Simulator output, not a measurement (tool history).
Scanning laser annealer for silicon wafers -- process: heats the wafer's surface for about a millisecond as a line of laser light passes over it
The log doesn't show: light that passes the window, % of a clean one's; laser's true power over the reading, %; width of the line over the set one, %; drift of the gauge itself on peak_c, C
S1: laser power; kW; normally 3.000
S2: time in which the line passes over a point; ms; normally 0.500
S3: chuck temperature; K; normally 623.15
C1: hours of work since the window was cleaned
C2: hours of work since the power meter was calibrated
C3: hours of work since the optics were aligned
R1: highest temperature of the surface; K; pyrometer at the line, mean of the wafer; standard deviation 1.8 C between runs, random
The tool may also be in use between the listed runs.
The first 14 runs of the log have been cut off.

run,day,S1,S2,S3,C1,C2,C3,R1
15,39.521,2.772,0.500,623.15,717,1454,661,1208.15
# day 40.025: laser's power meter calibrated
# day 42.217: window over the wafer cleaned
16,43.683,2.881,0.500,623.15,24,60,728,1271.15
17,46.388,2.881,0.500,623.15,70,105,773,1263.15
18,49.296,2.881,0.500,653.15,118,154,821,1292.15
19,52.158,2.881,0.500,653.15,166,202,869,1286.15
# day 53.225: optics aligned, line set to its width
20,55.979,3.000,0.442,623.15,227,262,46,1261.15
# day 57.317: laser's power meter calibrated, once more
21,60.117,3.000,0.442,623.15,294,47,113,1265.15
22,61.833,2.689,0.375,646.15,323,76,142,1166.15
23,63.879,2.932,0.375,611.15,357,110,176,1182.15
24,65.675,2.932,0.375,611.15,387,140,206,1179.15
25,69.142,3.138,0.416,613.15,445,198,264,1256.15
26,72.875,3.138,0.416,613.15,507,260,327,1250.15
27,75.362,2.559,0.500,611.15,549,302,368,1164.15
28,77.221,2.858,0.423,593.15,580,333,399,1163.15
29,78.888,2.858,0.423,593.15,608,361,427,1162.15
30,81.429,2.620,0.463,621.15,651,404,470,1164.15
31,84.304,2.676,0.581,631.15,699,452,518,1245.15
32,86.862,2.677,0.583,598.15,742,494,561,1215.15
# day 87.838: window over the wafer cleaned
33,89.221,2.974,0.438,624.15,23,533,599,1258.15
34,92.775,2.974,0.438,624.15,83,592,658,1255.15
35,95.583,2.988,0.450,590.15,130,639,705,1230.15
36,98.858,3.226,0.579,597.15,184,694,760,1383.15
37,101.458,3.226,0.579,597.15,228,737,804,1380.15
38,103.562,2.957,0.428,639.15,263,773,839,1245.15
# day 106.175: optics aligned, line set to its width
39,107.192,3.281,0.389,652.15,320,830,17,1315.15

Below are 4 alternative next runs, each starting from the tool's condition after run 39. Predict each:
A,110.546,3.281,0.422,642.15,377,886,73,?
B,110.546,3.281,0.373,641.15,377,886,73,?
C,110.546,3.162,0.618,603.15,377,886,73,?
D,110.546,3.093,0.471,652.15,377,886,73,?

run,R1
A,1328.15
B,1284.15
C,1404.15
D,1328.15
Had the tool no hidden state, the same runs would have come out as:
run,R1
A,1356.15
B,1310.15
C,1436.15
D,1355.15
